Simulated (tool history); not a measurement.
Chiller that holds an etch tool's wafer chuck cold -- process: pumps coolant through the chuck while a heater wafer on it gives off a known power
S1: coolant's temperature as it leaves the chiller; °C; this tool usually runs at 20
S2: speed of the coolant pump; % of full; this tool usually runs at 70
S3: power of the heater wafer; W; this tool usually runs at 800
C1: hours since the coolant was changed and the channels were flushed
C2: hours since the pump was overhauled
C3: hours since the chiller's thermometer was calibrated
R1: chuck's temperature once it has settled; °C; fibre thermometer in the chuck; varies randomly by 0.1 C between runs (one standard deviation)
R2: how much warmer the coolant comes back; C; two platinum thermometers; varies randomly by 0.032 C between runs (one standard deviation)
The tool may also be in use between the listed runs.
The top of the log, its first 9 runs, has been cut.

Run 10, hour 994.8: usual settings but S2 82 % of full; C1 7868; C2 3333; C3 1593. Result: R1 26.4 °C, R2 3.34 C.
Run 11, hour 1117.6: usual settings but S2 82 % of full; C1 7991; C2 3456; C3 1716. Result: R1 26.3 °C, R2 3.34 C.
Run 12, hour 1192.4: usual settings; C1 8066; C2 3531; C3 1791. Result: R1 27.3 °C, R2 3.96 C.
Run 13, hour 1325.4: usual settings but S2 98 % of full; C1 8199; C2 3664; C3 1924. Result: R1 25.9 °C, R2 2.8 C.
Run 14, hour 1402.6: usual settings but S2 98 % of full; C1 8276; C2 3741; C3 2001. Result: R1 25.7 °C, R2 2.75 C.
Run 15, hour 1505.5: usual settings but S2 98 % of full; C1 8379; C2 3844; C3 2104. Result: R1 25.8 °C, R2 2.81 C.
Run 16, hour 1583.1: usual settings but S2 98 % of full; C1 8457; C2 3921; C3 2181. Result: R1 25.9 °C, R2 2.81 C.
Run 17, hour 1729.1: usual settings but S2 88 % of full, S3 450 W; C1 8603; C2 4067; C3 2327. Result: R1 23.4 °C, R2 1.74 C.
Run 18, hour 1809.4: usual settings but S1 13 °C, S2 78 % of full, S3 961 W; C1 8683; C2 4148; C3 2408. Result: R1 21.2 °C, R2 4.25 C.
Run 19, hour 1903.1: usual settings but S1 11 °C, S2 62 % of full, S3 497 W; C1 8777; C2 4241; C3 2501. Result: R1 16 °C, R2 2.66 C.
Run 20, hour 2034.1: usual settings but S1 11 °C, S2 62 % of full, S3 497 W; C1 8908; C2 4372; C3 2632. Result: R1 15.9 °C, R2 2.68 C.
At hour 2099.8: coolant changed, channels flushed.
Run 21, hour 2193.8: usual settings but S1 18 °C, S2 60 % of full, S3 637 W; C1 94; C2 4526; C3 2786. Result: R1 24.4 °C, R2 3.56 C.
Run 22, hour 2318.7: usual settings but S1 18 °C, S2 60 % of full, S3 637 W; C1 219; C2 4651; C3 2911. Result: R1 24.4 °C, R2 3.51 C.
Run 23, hour 2403.7: usual settings but S1 18 °C, S2 60 % of full, S3 1101 W; C1 304; C2 4736; C3 2996. Result: R1 29.1 °C, R2 6.25 C.
Run 24, hour 2508.9: usual settings but S2 94 % of full, S3 1099 W; C1 409; C2 4841; C3 3101. Result: R1 28.1 °C, R2 4.02 C.
At hour 2566.4: gauge calibrated.
Run 25, hour 2620.4: usual settings but S1 13 °C, S2 94 % of full, S3 1099 W; C1 521; C2 4953; C3 3213. Result: R1 21.2 °C, R2 4.16 C.
Run 26, hour 2764.7: usual settings but S1 23 °C, S2 63 % of full, S3 455 W; C1 665; C2 5097; C3 3357. Result: R1 27.5 °C, R2 2.61 C.
Run 27, hour 2845.2: usual settings but S1 25 °C, S2 90 % of full, S3 599 W; C1 745; C2 5177; C3 3437. Result: R1 29.5 °C, R2 2.37 C.
Run 28, hour 2982.9: usual settings but S1 19 °C, S2 88 % of full, S3 911 W; C1 883; C2 5315; C3 3575. Result: R1 26.2 °C, R2 3.69 C.
Run 29, hour 3065.1: usual settings but S1 25 °C, S3 973 W; C1 965; C2 5397; C3 3657. Result: R1 33.9 °C, R2 4.84 C.
Run 30, hour 3152.1: usual settings but S1 25 °C, S3 973 W; C1 1052; C2 5484; C3 3744. Result: R1 33.8 °C, R2 4.9 C.
Run 31, hour 3233.5: usual settings but S1 18 °C, S2 63 % of full, S3 769 W; C1 1134; C2 5566; C3 3826. Result: R1 25.6 °C, R2 4.19 C.
Run 32, hour 3310.4: usual settings but S1 18 °C, S2 100 % of full, S3 769 W; C1 1211; C2 5643; C3 3903. Result: R1 23.6 °C, R2 2.68 C.

Consider 4 possible next runs. They are alternatives, not a sequence: every one starts from the tool as it was left by run 32. What does each give?
Run A, hour 3449.8: usual settings but S1 17 °C, S2 100 % of full, S3 908 W; C1 1350; C2 5782; C3 4042. Result: R1 ?, R2 ?.
Run B, hour 3449.8: usual settings but S1 18 °C, S2 80 % of full, S3 769 W; C1 1350; C2 5782; C3 4042. Result: R1 ?, R2 ?.
Run C, hour 3449.8: usual settings but S1 24 °C, S3 903 W; C1 1350; C2 5782; C3 4042. Result: R1 ?, R2 ?.
Run D, hour 3449.8: usual settings but S1 29 °C, S2 68 % of full; C1 1350; C2 5782; C3 4042. Result: R1 ?, R2 ?.

run    R1    R2
  A  23.4  3.19
  B  24.3  3.33
  C  32.2  4.52
  D  36.5  4.11
The same runs, with their run-to-run variation unchanged, on a tool lacking any hidden condition would have given:
run    R1    R2
  A  23.4  3.25
  B  24.3  3.39
  C  32.2  4.58
  D  36.5  4.17
